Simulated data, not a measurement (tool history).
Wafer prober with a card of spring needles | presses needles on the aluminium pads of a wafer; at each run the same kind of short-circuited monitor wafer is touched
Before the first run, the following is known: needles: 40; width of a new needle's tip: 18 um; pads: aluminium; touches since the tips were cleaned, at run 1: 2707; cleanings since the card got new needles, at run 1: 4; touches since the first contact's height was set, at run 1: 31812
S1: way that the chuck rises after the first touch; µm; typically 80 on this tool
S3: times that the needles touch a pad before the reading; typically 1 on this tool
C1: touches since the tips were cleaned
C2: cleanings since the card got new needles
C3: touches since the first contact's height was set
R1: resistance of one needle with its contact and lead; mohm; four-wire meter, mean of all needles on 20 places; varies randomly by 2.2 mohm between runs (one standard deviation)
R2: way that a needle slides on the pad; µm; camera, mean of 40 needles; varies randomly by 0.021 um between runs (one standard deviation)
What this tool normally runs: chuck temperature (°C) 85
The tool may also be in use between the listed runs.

{"run": 1, "hour": 0.0, "S1": 80, "chuck temperature (°C)": 85, "S3": 1, "C1": 2707, "C2": 4, "C3": 31812, "R1": 319, "R2": 15.82}
{"run": 2, "hour": 4.0, "S1": 80, "chuck temperature (°C)": 85, "S3": 1, "C1": 4900, "C2": 4, "C3": 34005, "R1": 345, "R2": 15.84}
{"hour": 7.6, "done": "tips cleaned on abrasive film"}
{"run": 3, "hour": 10.6, "S1": 80, "chuck temperature (°C)": 85, "S3": 1, "C1": 1618, "C2": 5, "C3": 37545, "R1": 298, "R2": 15.77}
{"run": 4, "hour": 17.9, "S1": 80, "chuck temperature (°C)": 85, "S3": 1, "C1": 5575, "C2": 5, "C3": 41502, "R1": 359, "R2": 15.73}
{"hour": 20.1, "done": "tips cleaned on abrasive film"}
{"run": 5, "hour": 24.0, "S1": 80, "chuck temperature (°C)": 85, "S3": 1, "C1": 2140, "C2": 6, "C3": 44813, "R1": 315, "R2": 15.81}
{"run": 6, "hour": 29.0, "S1": 80, "chuck temperature (°C)": 101, "S3": 1, "C1": 4867, "C2": 6, "C3": 47540, "R1": 354, "R2": 15.78}
{"hour": 32.5, "done": "tips cleaned on abrasive film"}
{"run": 7, "hour": 32.9, "S1": 80, "chuck temperature (°C)": 101, "S3": 1, "C1": 220, "C2": 7, "C3": 49611, "R1": 269, "R2": 15.8}
{"run": 8, "hour": 41.1, "S1": 80, "chuck temperature (°C)": 101, "S3": 2, "C1": 4675, "C2": 7, "C3": 54066, "R1": 317, "R2": 15.82}
{"hour": 44.5, "done": "tips cleaned on abrasive film"}
{"run": 9, "hour": 50.0, "S1": 80, "chuck temperature (°C)": 101, "S3": 2, "C1": 2986, "C2": 8, "C3": 58868, "R1": 303, "R2": 15.76}
{"hour": 56.8, "done": "tips cleaned on abrasive film"}
{"run": 10, "hour": 58.2, "S1": 89, "chuck temperature (°C)": 101, "S3": 2, "C1": 750, "C2": 9, "C3": 63284, "R1": 271, "R2": 17.49}
{"run": 11, "hour": 64.0, "S1": 89, "chuck temperature (°C)": 101, "S3": 2, "C1": 3923, "C2": 9, "C3": 66457, "R1": 303, "R2": 17.54}
{"hour": 68.9, "done": "tips cleaned on abrasive film"}
{"run": 12, "hour": 73.2, "S1": 77, "chuck temperature (°C)": 85, "S3": 1, "C1": 2303, "C2": 10, "C3": 71375, "R1": 319, "R2": 15.12}
{"hour": 74.0, "done": "height of the first contact set anew"}
{"run": 13, "hour": 80.9, "S1": 77, "chuck temperature (°C)": 85, "S3": 2, "C1": 6380, "C2": 10, "C3": 3787, "R1": 323, "R2": 15.12}
{"hour": 81.5, "done": "tips cleaned on abrasive film"}
{"run": 14, "hour": 86.5, "S1": 77, "chuck temperature (°C)": 85, "S3": 2, "C1": 2747, "C2": 11, "C3": 6776, "R1": 305, "R2": 15.07}
{"run": 15, "hour": 92.3, "S1": 82, "chuck temperature (°C)": 97, "S3": 3, "C1": 5891, "C2": 11, "C3": 9920, "R1": 288, "R2": 16.11}
{"hour": 93.7, "done": "tips cleaned on abrasive film"}
{"run": 16, "hour": 97.2, "S1": 82, "chuck temperature (°C)": 97, "S3": 3, "C1": 1889, "C2": 12, "C3": 12532, "R1": 275, "R2": 16.05}
{"hour": 99.9, "done": "height of the first contact set anew, once more"}
{"run": 17, "hour": 101.9, "S1": 80, "chuck temperature (°C)": 53, "S3": 2, "C1": 4333, "C2": 12, "C3": 1104, "R1": 306, "R2": 15.91}
{"hour": 106.2, "done": "tips cleaned on abrasive film"}
{"run": 18, "hour": 107.6, "S1": 79, "chuck temperature (°C)": 30, "S3": 2, "C1": 782, "C2": 13, "C3": 4145, "R1": 257, "R2": 15.66}
{"run": 19, "hour": 113.9, "S1": 89, "chuck temperature (°C)": 95, "S3": 2, "C1": 4229, "C2": 13, "C3": 7592, "R1": 300, "R2": 17.61}
{"hour": 118.4, "done": "tips cleaned on abrasive film"}
{"run": 20, "hour": 120.8, "S1": 86, "chuck temperature (°C)": 78, "S3": 3, "C1": 1300, "C2": 14, "C3": 11250, "R1": 265, "R2": 17.03}
{"run": 21, "hour": 126.9, "S1": 92, "chuck temperature (°C)": 45, "S3": 1, "C1": 4650, "C2": 14, "C3": 14600, "R1": 318, "R2": 18.24}
{"hour": 130.6, "done": "tips cleaned on abrasive film"}
{"run": 22, "hour": 133.1, "S1": 76, "chuck temperature (°C)": 45, "S3": 1, "C1": 1330, "C2": 15, "C3": 17914, "R1": 296, "R2": 15.01}
{"run": 23, "hour": 138.6, "S1": 80, "chuck temperature (°C)": 96, "S3": 3, "C1": 4348, "C2": 15, "C3": 20932, "R1": 288, "R2": 15.8}
{"hour": 142.7, "done": "tips cleaned on abrasive film"}
{"run": 24, "hour": 146.7, "S1": 80, "chuck temperature (°C)": 96, "S3": 3, "C1": 2157, "C2": 16, "C3": 25265, "R1": 280, "R2": 15.79}
{"hour": 154.6, "done": "tips cleaned on abrasive film"}
{"run": 25, "hour": 155.3, "S1": 80, "chuck temperature (°C)": 85, "S3": 2, "C1": 331, "C2": 17, "C3": 29900, "R1": 260, "R2": 15.76}
{"run": 26, "hour": 163.3, "S1": 70, "chuck temperature (°C)": 69, "S3": 2, "C1": 4745, "C2": 17, "C3": 34314, "R1": 326, "R2": 13.84}
{"hour": 166.6, "done": "tips cleaned on abrasive film"}
{"run": 27, "hour": 169.2, "S1": 100, "chuck temperature (°C)": 27, "S3": 1, "C1": 1461, "C2": 18, "C3": 37476, "R1": 269, "R2": 19.74}

What if the next run were any one of these 5? Each begins from the tool's condition after run 27:
{"run": "A", "hour": 175.4, "S1": 97, "chuck temperature (°C)": 74, "S3": 2, "C1": 4842, "C2": 18, "C3": 40857, "R1": "?", "R2": "?"}
{"run": "B", "hour": 175.4, "S1": 76, "chuck temperature (°C)": 27, "S3": 1, "C1": 4842, "C2": 18, "C3": 40857, "R1": "?", "R2": "?"}
{"run": "C", "hour": 175.4, "S1": 100, "chuck temperature (°C)": 36, "S3": 2, "C1": 4842, "C2": 18, "C3": 40857, "R1": "?", "R2": "?"}
{"run": "D", "hour": 175.4, "S1": 100, "chuck temperature (°C)": 66, "S3": 1, "C1": 4842, "C2": 18, "C3": 40857, "R1": "?", "R2": "?"}
{"run": "E", "hour": 175.4, "S1": 67, "chuck temperature (°C)": 33, "S3": 2, "C1": 4842, "C2": 18, "C3": 40857, "R1": "?", "R2": "?"}

run=A R1=287 R2=19.14
run=B R1=357 R2=14.99
run=C R1=283 R2=19.76
run=D R1=317 R2=19.73
run=E R1=335 R2=13.20
Without the tool's unlogged condition, the same runs would have read:
run=A R1=242 R2=19.22
run=B R1=234 R2=15.07
run=C R1=237 R2=19.84
run=D R1=244 R2=19.81
run=E R1=241 R2=13.28
